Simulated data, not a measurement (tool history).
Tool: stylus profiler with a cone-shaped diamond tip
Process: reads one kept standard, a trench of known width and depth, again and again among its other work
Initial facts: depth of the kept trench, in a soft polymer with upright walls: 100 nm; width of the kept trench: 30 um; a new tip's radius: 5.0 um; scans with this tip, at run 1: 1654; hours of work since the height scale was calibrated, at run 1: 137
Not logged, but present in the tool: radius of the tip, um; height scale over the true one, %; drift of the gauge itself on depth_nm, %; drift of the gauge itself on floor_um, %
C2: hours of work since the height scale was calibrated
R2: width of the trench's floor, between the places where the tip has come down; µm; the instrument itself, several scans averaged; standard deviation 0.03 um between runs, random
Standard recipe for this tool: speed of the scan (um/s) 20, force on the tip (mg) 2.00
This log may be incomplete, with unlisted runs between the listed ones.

Run 1, hour 0.0: usual settings; scans with this tip 1654; C2 137. Result: depth of the trench (nm) 101.12, R2 27.78 µm.
Run 2, hour 103.4: usual settings; scans with this tip 2436; C2 202. Result: depth of the trench (nm) 101.12, R2 27.74 µm.
Run 3, hour 147.6: usual settings but force on the tip (mg) 1.05; scans with this tip 2770; C2 229. Result: depth of the trench (nm) 100.77, R2 27.66 µm.
Run 4, hour 192.8: usual settings but force on the tip (mg) 1.05; scans with this tip 3112; C2 258. Result: depth of the trench (nm) 100.80, R2 27.69 µm.
Run 5, hour 289.2: usual settings but force on the tip (mg) 1.75; scans with this tip 3842; C2 318. Result: depth of the trench (nm) 101.04, R2 27.74 µm.
Run 6, hour 373.4: usual settings but force on the tip (mg) 1.33; scans with this tip 4478; C2 371. Result: depth of the trench (nm) 100.86, R2 27.64 µm.
Run 7, hour 463.0: usual settings; scans with this tip 5156; C2 427. Result: depth of the trench (nm) 101.17, R2 27.61 µm.
Run 8, hour 513.0: usual settings but force on the tip (mg) 1.83; scans with this tip 5535; C2 458. Result: depth of the trench (nm) 101.11, R2 27.63 µm.
Run 9, hour 559.1: usual settings but force on the tip (mg) 1.83; scans with this tip 5883; C2 487. Result: depth of the trench (nm) 101.10, R2 27.61 µm.
Run 10, hour 650.9: usual settings but force on the tip (mg) 4.01; scans with this tip 6578; C2 545. Result: depth of the trench (nm) 101.79, R2 27.62 µm.
Run 11, hour 727.6: usual settings but force on the tip (mg) 4.01; scans with this tip 7158; C2 593. Result: depth of the trench (nm) 101.85, R2 27.61 µm.
Run 12, hour 796.3: usual settings but force on the tip (mg) 0.71; scans with this tip 7678; C2 636. Result: depth of the trench (nm) 100.63, R2 27.47 µm.
At hour 806.6: height scale calibrated on a step standard.
Run 13, hour 870.1: usual settings but speed of the scan (um/s) 74; scans with this tip 8232; C2 40. Result: depth of the trench (nm) 101.20, R2 27.14 µm.
Run 14, hour 959.4: usual settings but speed of the scan (um/s) 74; scans with this tip 8908; C2 96. Result: depth of the trench (nm) 101.21, R2 27.08 µm.
Run 15, hour 1039.9: usual settings but speed of the scan (um/s) 74; scans with this tip 9517; C2 146. Result: depth of the trench (nm) 101.26, R2 27.08 µm.
Run 16, hour 1122.9: usual settings but speed of the scan (um/s) 74; scans with this tip 10145; C2 198. Result: depth of the trench (nm) 101.28, R2 27.04 µm.
Run 17, hour 1213.5: usual settings but speed of the scan (um/s) 74; scans with this tip 10830; C2 255. Result: depth of the trench (nm) 101.23, R2 27.01 µm.
At hour 1277.5: height scale calibrated on a step standard, once more.
Run 18, hour 1320.5: usual settings but speed of the scan (um/s) 74; scans with this tip 11636; C2 27. Result: depth of the trench (nm) 101.06, R2 26.96 µm.
Run 19, hour 1414.9: usual settings; scans with this tip 12349; C2 86. Result: depth of the trench (nm) 101.03, R2 27.35 µm.
Run 20, hour 1506.6: usual settings but force on the tip (mg) 2.80; scans with this tip 13044; C2 144. Result: depth of the trench (nm) 101.36, R2 27.32 µm.
Run 21, hour 1550.7: usual settings but force on the tip (mg) 1.88; scans with this tip 13377; C2 171. Result: depth of the trench (nm) 101.03, R2 27.33 µm.
Run 22, hour 1597.8: usual settings but force on the tip (mg) 1.88; scans with this tip 13733; C2 201. Result: depth of the trench (nm) 101.03, R2 27.31 µm.
Run 23, hour 1662.3: usual settings but force on the tip (mg) 1.88; scans with this tip 14221; C2 241. Result: depth of the trench (nm) 101.06, R2 27.31 µm.
Run 24, hour 1731.3: usual settings but force on the tip (mg) 1.88; scans with this tip 14743; C2 284. Result: depth of the trench (nm) 101.05, R2 27.27 µm.
Run 25, hour 1831.2: usual settings but force on the tip (mg) 3.23; scans with this tip 15499; C2 347. Result: depth of the trench (nm) 101.54, R2 27.25 µm.
Run 26, hour 1896.3: usual settings but speed of the scan (um/s) 11, force on the tip (mg) 3.98; scans with this tip 15991; C2 388. Result: depth of the trench (nm) 101.75, R2 27.31 µm.
Run 27, hour 1996.0: usual settings but speed of the scan (um/s) 11, force on the tip (mg) 3.98; scans with this tip 16745; C2 450. Result: depth of the trench (nm) 101.76, R2 27.27 µm.
Run 28, hour 2102.9: usual settings but speed of the scan (um/s) 35, force on the tip (mg) 3.66; scans with this tip 17554; C2 517. Result: depth of the trench (nm) 101.66, R2 27.11 µm.
Run 29, hour 2158.1: usual settings but speed of the scan (um/s) 30, force on the tip (mg) 2.10; scans with this tip 17972; C2 552. Result: depth of the trench (nm) 101.19, R2 27.04 µm.
Run 30, hour 2239.3: usual settings but speed of the scan (um/s) 36, force on the tip (mg) 2.34; scans with this tip 18585; C2 602. Result: depth of the trench (nm) 101.26, R2 27.03 µm.
Run 31, hour 2320.0: usual settings but speed of the scan (um/s) 48, force on the tip (mg) 0.74; scans with this tip 19196; C2 653. Result: depth of the trench (nm) 100.64, R2 26.70 µm.
Run 32, hour 2418.7: usual settings but speed of the scan (um/s) 62, force on the tip (mg) 4.33; scans with this tip 19943; C2 715. Result: depth of the trench (nm) 101.91, R2 26.95 µm.
Run 33, hour 2496.8: usual settings but speed of the scan (um/s) 40, force on the tip (mg) 2.24; scans with this tip 20534; C2 764. Result: depth of the trench (nm) 101.26, R2 26.90 µm.
Run 34, hour 2566.9: usual settings but speed of the scan (um/s) 8, force on the tip (mg) 1.65; scans with this tip 21064; C2 808. Result: depth of the trench (nm) 101.09, R2 27.16 µm.
Run 35, hour 2612.6: usual settings but speed of the scan (um/s) 8, force on the tip (mg) 1.65; scans with this tip 21410; C2 836. Result: depth of the trench (nm) 101.05, R2 27.15 µm.
Run 36, hour 2685.4: usual settings but speed of the scan (um/s) 21, force on the tip (mg) 1.28; scans with this tip 21960; C2 882. Result: depth of the trench (nm) 100.89, R2 26.97 µm.
At hour 2696.0: height scale calibrated on a step standard.
Run 37, hour 2765.2: usual settings but force on the tip (mg) 0.84; scans with this tip 22560; C2 43. Result: depth of the trench (nm) 100.55, R2 26.89 µm.
Run 38, hour 2870.0: usual settings but force on the tip (mg) 0.84; scans with this tip 23353; C2 109. Result: depth of the trench (nm) 100.59, R2 26.90 µm.
Run 39, hour 2943.0: usual settings but speed of the scan (um/s) 10, force on the tip (mg) 0.72; scans with this tip 23905; C2 155. Result: depth of the trench (nm) 100.54, R2 27.02 µm.
Run 40, hour 2991.9: usual settings but speed of the scan (um/s) 25, force on the tip (mg) 0.89; scans with this tip 24275; C2 185. Result: depth of the trench (nm) 100.63, R2 26.81 µm.
Run 41, hour 3093.2: usual settings but speed of the scan (um/s) 41, force on the tip (mg) 0.89; scans with this tip 25042; C2 249. Result: depth of the trench (nm) 100.61, R2 26.59 µm.

4 ways to go on from here, each from the tool as it stands after run 41. What would each give?
Run A, hour 3158.3: usual settings but speed of the scan (um/s) 6, force on the tip (mg) 1.36; scans with this tip 25534; C2 290. Result: depth of the trench (nm) ?, R2 ?.
Run B, hour 3158.3: usual settings but speed of the scan (um/s) 29, force on the tip (mg) 1.48; scans with this tip 25534; C2 290. Result: depth of the trench (nm) ?, R2 ?.
Run C, hour 3158.3: usual settings but speed of the scan (um/s) 41, force on the tip (mg) 4.27; scans with this tip 25534; C2 290. Result: depth of the trench (nm) ?, R2 ?.
Run D, hour 3158.3: usual settings but speed of the scan (um/s) 5, force on the tip (mg) 2.57; scans with this tip 25534; C2 290. Result: depth of the trench (nm) ?, R2 ?.

run  depth of the trench (nm)     R2
  A                    100.83  27.05
  B                    100.89  26.80
  C                    101.78  26.88
  D                    101.28  27.00
Without the tool's unlogged condition, the same runs would have read:
run  depth of the trench (nm)     R2
  A                    100.79  27.99
  B                    100.86  27.74
  C                    101.74  27.81
  D                    101.25  27.94

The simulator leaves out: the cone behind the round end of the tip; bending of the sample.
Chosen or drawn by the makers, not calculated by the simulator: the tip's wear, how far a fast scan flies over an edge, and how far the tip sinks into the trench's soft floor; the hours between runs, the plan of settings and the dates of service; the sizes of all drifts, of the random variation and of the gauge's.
